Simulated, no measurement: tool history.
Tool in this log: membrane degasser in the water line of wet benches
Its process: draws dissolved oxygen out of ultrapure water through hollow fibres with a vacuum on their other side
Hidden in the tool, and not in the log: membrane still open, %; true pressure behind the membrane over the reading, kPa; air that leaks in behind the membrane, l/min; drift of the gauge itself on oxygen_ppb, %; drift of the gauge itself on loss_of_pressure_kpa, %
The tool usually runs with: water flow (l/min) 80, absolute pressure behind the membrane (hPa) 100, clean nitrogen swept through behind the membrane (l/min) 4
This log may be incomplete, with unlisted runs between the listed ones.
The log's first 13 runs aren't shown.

| run | hour | water flow (l/min) | absolute pressure behind the membrane (hPa) | clean nitrogen swept through behind the membrane (l/min) | hours since the membrane was changed | hours since the vacuum gauge was calibrated | hours since the vacuum lines were made tight | dissolved oxygen in the water behind the degasser (ppb) | pressure that the water loses in the fibres (hPa) |
|---|---|---|---|---|---|---|---|---|---|
| 14 | 719.1 | 80 | 100 | 2.27 | 3146 | 3020 | 1475 | 470.8 | 567.4 |
| 15 | 782.3 | 80 | 100 | 2.27 | 3210 | 3083 | 1538 | 472.1 | 564.5 |
| 16 | 826.2 | 64 | 100 | 4 | 3254 | 3127 | 1582 | 243.9 | 456.6 |
| 17 | 898.6 | 64 | 250 | 4 | 3326 | 3199 | 1655 | 731.2 | 456.4 |
| 18 | 974.3 | 55 | 109 | 4 | 3402 | 3275 | 1730 | 238.3 | 387.4 |
| 19 | 1009.3 | 49 | 65 | 6.27 | 3437 | 3310 | 1765 | 61.8 | 346.6 |
| 20 | 1084.1 | 88 | 97 | 2.46 | 3511 | 3385 | 1840 | 458.5 | 618 |
| 21 | 1141 | 88 | 97 | 2.46 | 3568 | 3442 | 1897 | 461.6 | 622.2 |
| 22 | 1190 | 88 | 97 | 2.46 | 3617 | 3491 | 1946 | 460.5 | 615.2 |
| 23 | 1241.6 | 93 | 128 | 5.82 | 3669 | 3542 | 1998 | 343.2 | 649 |
| 24 | 1285.2 | 93 | 128 | 5.82 | 3712 | 3586 | 2041 | 341.4 | 653.1 |
| 25 | 1333.9 | 60 | 147 | 11.47 | 3761 | 3634 | 2090 | 144.5 | 421 |
| 26 | 1373.3 | 89 | 76 | 3.15 | 3801 | 3674 | 2129 | 259.8 | 625.3 |
| 27 | 1430.6 | 80 | 108 | 9.73 | 3858 | 3731 | 2187 | 149 | 559.3 |
|  | 1490.4 | gauge calibrated |
| 28 | 1502.6 | 80 | 137 | 8.29 | 3930 | 3803 | 2259 | 237.3 | 576 |
| 29 | 1561.9 | 80 | 137 | 8.29 | 3989 | 3862 | 2318 | 237.4 | 571.8 |
| 30 | 1636.7 | 126 | 67 | 2.13 | 4064 | 3937 | 2393 | 381.3 | 899.8 |
| 31 | 1693.3 | 126 | 67 | 2.13 | 4121 | 3994 | 2449 | 381.8 | 898.6 |
| 32 | 1743.3 | 126 | 67 | 2.13 | 4171 | 4044 | 2499 | 379.5 | 901 |

Consider 4 possible next runs. They are alternatives, not a sequence: every one starts from the tool as it was left by run 32. What does each give?
| A | 1798.2 | 75 | 96 | 8.4 | 4225 | 4099 | 2554 | ? | ? |
| B | 1798.2 | 51 | 124 | 1.84 | 4225 | 4099 | 2554 | ? | ? |
| C | 1798.2 | 54 | 100 | 1.65 | 4225 | 4099 | 2554 | ? | ? |
| D | 1798.2 | 80 | 125 | 4.97 | 4225 | 4099 | 2554 | ? | ? |

| run | dissolved oxygen in the water behind the degasser (ppb) | pressure that the water loses in the fibres (hPa) |
|---|---|---|
| A | 136.5 | 537.2 |
| B | 514.8 | 367.1 |
| C | 443 | 383.1 |
| D | 329.6 | 566.1 |
With no hidden state in the tool, these same runs would have given:
| run | dissolved oxygen in the water behind the degasser (ppb) | pressure that the water loses in the fibres (hPa) |
|---|---|---|
| A | 136.4 | 539.7 |
| B | 514.6 | 368.8 |
| C | 442.8 | 384.9 |
| D | 329.4 | 568.7 |
